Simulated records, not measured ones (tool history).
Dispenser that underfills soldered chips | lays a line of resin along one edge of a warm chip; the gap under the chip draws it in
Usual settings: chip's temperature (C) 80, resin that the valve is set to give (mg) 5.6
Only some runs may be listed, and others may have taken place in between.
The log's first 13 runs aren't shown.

run,hour,chip's temperature (C),resin that the valve is set to give (mg),time until the resin shows at the far edge (s),resin that the valve gave (mg)
14,51.1,80,7.2,28.8,7.13
# hour 53.8: new syringe of resin
15,55.7,80,7.2,18.8,7.12
16,59,80,7.2,22.8,7.11
17,63.6,80,7.2,28.8,7.1
# hour 66.1: new syringe of resin
18,67.1,80,7.2,17.6,7.13
19,70.3,86,5.39,17.8,5.3
20,75.2,86,5.31,23.8,5.22
# hour 78.4: new syringe of resin
21,81.1,82,5.6,18.9,5.48
22,85,72,5.22,33.9,5.16
23,89.3,95,6.2,19,6.1
# hour 90.7: new syringe of resin
24,93.2,89,4.87,15.9,4.78
25,97.1,87,4.84,20.9,4.76
26,100.3,87,6.21,23.3,6.06
# hour 103: new syringe of resin
27,103.3,87,6.21,14.7,6.08
28,107.9,87,6.15,18.2,6.03
29,110.4,82,5.31,25.2,5.17
30,114.8,90,6.15,24.3,5.99
# hour 115.5: new syringe of resin
31,119.6,87,4.96,18.2,4.82
32,123.9,87,4.96,22.4,4.82
33,126.6,69,5.54,49.3,5.41
# hour 127.9: new syringe of resin
34,131.4,80,5.04,21.8,4.9
35,135.8,86,5.19,22.8,5.05
# hour 140.1: new syringe of resin
36,140.8,86,5.19,15.7,5.03

What if the next run were any one of these 3? Each begins from the tool's condition after run 36:
A,146.2,77,7.15,?,?
B,146.2,82,5.42,?,?
C,146.2,91,4.97,?,?

run,time until the resin shows at the far edge (s),resin that the valve gave (mg)
A,26.6,6.94
B,23.9,5.27
C,18.4,4.81
Had the tool no hidden state, the same runs would have come out as:
run,time until the resin shows at the far edge (s),resin that the valve gave (mg)
A,18.5,7.16
B,16.6,5.43
C,12.8,4.96

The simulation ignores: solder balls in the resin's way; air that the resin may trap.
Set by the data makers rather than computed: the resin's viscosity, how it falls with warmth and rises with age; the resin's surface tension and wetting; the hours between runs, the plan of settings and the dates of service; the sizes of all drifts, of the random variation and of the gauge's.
